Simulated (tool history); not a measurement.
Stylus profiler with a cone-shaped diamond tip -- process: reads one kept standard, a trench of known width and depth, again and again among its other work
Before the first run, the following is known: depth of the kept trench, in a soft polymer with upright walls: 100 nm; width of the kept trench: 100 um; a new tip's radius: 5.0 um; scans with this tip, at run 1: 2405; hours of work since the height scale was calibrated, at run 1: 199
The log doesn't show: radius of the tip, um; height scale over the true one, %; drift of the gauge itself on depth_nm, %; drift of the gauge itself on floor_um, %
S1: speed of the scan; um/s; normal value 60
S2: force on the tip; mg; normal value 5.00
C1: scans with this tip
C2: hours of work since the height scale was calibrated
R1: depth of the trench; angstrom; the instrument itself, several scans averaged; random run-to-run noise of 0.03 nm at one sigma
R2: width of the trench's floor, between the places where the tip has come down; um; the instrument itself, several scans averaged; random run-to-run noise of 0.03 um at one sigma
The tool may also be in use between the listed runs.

run,hour,S1,S2,C1,C2,R1,R2
1,0.0,60,5.00,2405,199,1025.9,97.61
2,28.3,16,5.00,2546,211,1026.8,97.70
3,60.7,16,11.38,2707,224,1046.3,97.65
4,99.3,60,5.00,2898,240,1026.4,97.58
5,157.8,26,5.00,3189,264,1026.0,97.64
6,218.9,26,5.00,3493,289,1026.1,97.58
7,268.4,26,5.00,3739,309,1025.6,97.56
8,319.4,26,5.00,3993,330,1026.2,97.51
9,372.3,26,4.36,4255,352,1023.7,97.51
10,433.9,26,4.36,4561,377,1023.3,97.53
11,467.2,60,1.70,4727,391,1011.3,97.30
12,522.9,60,5.00,5003,414,1025.9,97.39
13,575.0,60,5.00,5263,435,1025.6,97.35
14,610.8,60,5.00,5441,450,1025.1,97.33
15,642.4,70,1.98,5598,463,1011.9,97.19
16,673.3,70,2.21,5751,476,1013.7,97.22
17,706.5,70,2.21,5916,489,1013.5,97.23
18,734.8,22,2.06,6057,501,1013.1,97.35
19,762.3,226,7.12,6193,512,1032.6,97.00
20,798.7,47,4.33,6374,527,1022.9,97.26
21,860.0,21,13.98,6679,552,1051.8,97.30
22,896.2,128,13.02,6859,567,1050.1,97.20
23,946.9,120,5.16,7111,588,1025.8,97.11
24,989.5,120,5.65,7323,606,1027.2,97.04
25,1020.1,120,2.51,7475,618,1014.0,96.96
26,1064.0,204,13.88,7693,636,1051.7,97.00

The next listed run, before its measurement:
27,1098.3,204,13.88,7863,650,?,?

R1: 1051.9 angstrom
R2: 97.01 um
Without the tool's hidden state the same run would have given R1 1055.2 angstrom, R2 97.81 um.
